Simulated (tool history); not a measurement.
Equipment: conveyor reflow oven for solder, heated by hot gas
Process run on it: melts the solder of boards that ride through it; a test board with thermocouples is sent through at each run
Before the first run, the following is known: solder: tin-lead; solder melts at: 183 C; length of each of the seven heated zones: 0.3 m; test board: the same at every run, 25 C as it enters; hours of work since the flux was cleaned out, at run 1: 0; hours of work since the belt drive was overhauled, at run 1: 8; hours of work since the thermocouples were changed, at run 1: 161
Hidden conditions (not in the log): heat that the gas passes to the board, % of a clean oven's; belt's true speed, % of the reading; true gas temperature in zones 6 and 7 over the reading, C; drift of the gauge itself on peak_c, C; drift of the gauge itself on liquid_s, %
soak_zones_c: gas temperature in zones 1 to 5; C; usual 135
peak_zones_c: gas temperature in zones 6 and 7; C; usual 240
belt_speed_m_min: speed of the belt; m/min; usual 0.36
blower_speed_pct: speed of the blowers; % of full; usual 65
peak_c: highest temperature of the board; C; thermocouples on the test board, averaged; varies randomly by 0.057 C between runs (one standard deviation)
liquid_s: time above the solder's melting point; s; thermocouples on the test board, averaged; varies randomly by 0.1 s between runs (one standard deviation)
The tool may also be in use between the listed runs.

run	hour	soak_zones_c	peak_zones_c	belt_speed_m_min	blower_speed_pct	hours of work since the flux was cleaned out	hours of work since the belt drive was overhauled	hours of work since the thermocouples were changed	peak_c	liquid_s
1	0	135	240	0.36	65	0	8	161	226.29	82.5
2	20.8	135	240	0.36	65	11	19	172	226.33	82.5
3	34.9	135	240	0.36	65	18	26	179	226.21	82.5
4	45.1	135	237	0.36	65	24	32	185	223.47	80.2
5	68.2	135	237	0.36	65	36	44	197	223.42	80.3
6	90	135	237	0.36	68	47	55	208	223.98	81
7	107.9	135	237	0.36	68	57	65	218	223.98	80.7
8	124.1	125	240	0.36	65	66	74	226	224.78	77.4
9	148.1	125	240	0.36	65	78	86	239	224.8	77.5
10	171.2	135	240	0.36	65	90	98	251	226.25	82.4
11	191.6	135	240	0.36	65	101	109	262	226.28	82.4
12	212.7	135	240	0.36	65	112	120	273	226.16	82.5
13	235.6	130	249	0.36	87	124	132	285	236.93	87.9
14	258.9	127	228	0.349	84	137	145	297	217.46	75.3
15	275.8	127	228	0.349	84	146	154	306	217.47	75.4
16	299	127	228	0.349	84	158	166	318	217.48	75.6
17	316.7	127	230	0.406	84	167	175	328	215.13	61.2
18	328.4	129	242	0.36	65	173	181	334	227.23	80.7
19	342.9	129	242	0.36	65	181	189	342	227.19	80.8
20	357.8	120	240	0.36	65	189	197	350	224.14	75.1
21	375.5	138	240	0.36	65	198	206	359	226.71	83.9
22	390.9	138	240	0.36	65	206	214	367	226.62	84.1
23	405.2	138	240	0.36	65	214	222	375	226.69	84.1
24	423.6	140	240	0.36	65	224	232	384	226.85	85.2

Alternative continuations, all from the tool just after run 24; predict every row:
A	440.9	146	240	0.406	65	233	241	393	?	?
B	440.9	135	240	0.36	59	233	241	393	?	?
C	440.9	135	240	0.36	62	233	241	393	?	?
D	440.9	145	240	0.36	69	233	241	393	?	?

run	peak_c	liquid_s
A	224.38	75.6
B	225.26	81.5
C	225.78	81.9
D	228.17	88.4
The same runs, with their run-to-run variation unchanged, on a tool lacking any hidden condition would have given:
run	peak_c	liquid_s
A	224.37	75.6
B	225.24	81.5
C	225.77	81.8
D	228.15	88.4

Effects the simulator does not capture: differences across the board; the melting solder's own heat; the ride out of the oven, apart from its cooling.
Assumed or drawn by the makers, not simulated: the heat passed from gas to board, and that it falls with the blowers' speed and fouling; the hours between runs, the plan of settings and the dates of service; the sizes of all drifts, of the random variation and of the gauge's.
